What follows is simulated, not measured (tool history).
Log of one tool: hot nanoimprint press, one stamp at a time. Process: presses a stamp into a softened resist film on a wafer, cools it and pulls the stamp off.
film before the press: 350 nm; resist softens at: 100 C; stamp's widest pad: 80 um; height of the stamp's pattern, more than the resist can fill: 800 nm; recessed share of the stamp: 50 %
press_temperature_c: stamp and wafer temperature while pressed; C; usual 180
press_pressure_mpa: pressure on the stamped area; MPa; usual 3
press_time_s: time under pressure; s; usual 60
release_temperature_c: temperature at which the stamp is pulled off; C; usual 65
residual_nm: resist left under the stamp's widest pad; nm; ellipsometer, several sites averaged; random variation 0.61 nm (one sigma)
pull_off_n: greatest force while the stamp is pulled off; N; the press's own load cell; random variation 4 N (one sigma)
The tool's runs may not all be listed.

run,hour,press_temperature_c,press_pressure_mpa,press_time_s,release_temperature_c,residual_nm,pull_off_n
1,0,180,3,60,65,196.3,225
2,75.3,180,3,60,65,197.4,226
3,132,180,3,60,65,199,230
4,218.1,180,3,60,65,199,241
5,260.5,180,3.25,60,65,193.5,255
6,322.6,178,3,60,65,209,261
# hour 367.6: plate thermocouple calibrated
7,400.5,178,3,60,65,203.8,258
8,438.9,180,4.77,99,64,131.6,277
9,523.7,180,4.77,99,64,131,284
# hour 534.7: stamp cleaned and given a new release coat
10,567,180,3,60,71,198.6,181
11,630.5,179,3,60,52,200.8,233

Some steps in residual_nm between neighbouring runs. How much of each would the tool show without its hidden state too (settings, what came in, random variation), and how much is left for the hidden state, with any gauge scatter that isn't in both results?
The hidden state here: true temperature over the reading, C; pressure that arrives at the usual setting, %; grip of the stamp's worn release coat, % over a new coat's; drift of the gauge itself on residual_nm, %; drift of the gauge itself on pull_off_n, %.
Run 6 -> 7: plate thermocouple calibrated. residual_nm -5.2 nm: hidden state -5.1, all else -0.1.
Run 7 -> 8: press_temperature_c 178 -> 180, press_pressure_mpa 3 -> 4.77, press_time_s 60 -> 99, release_temperature_c 65 -> 64. residual_nm -72.2 nm: hidden state +1.4, all else -73.6.

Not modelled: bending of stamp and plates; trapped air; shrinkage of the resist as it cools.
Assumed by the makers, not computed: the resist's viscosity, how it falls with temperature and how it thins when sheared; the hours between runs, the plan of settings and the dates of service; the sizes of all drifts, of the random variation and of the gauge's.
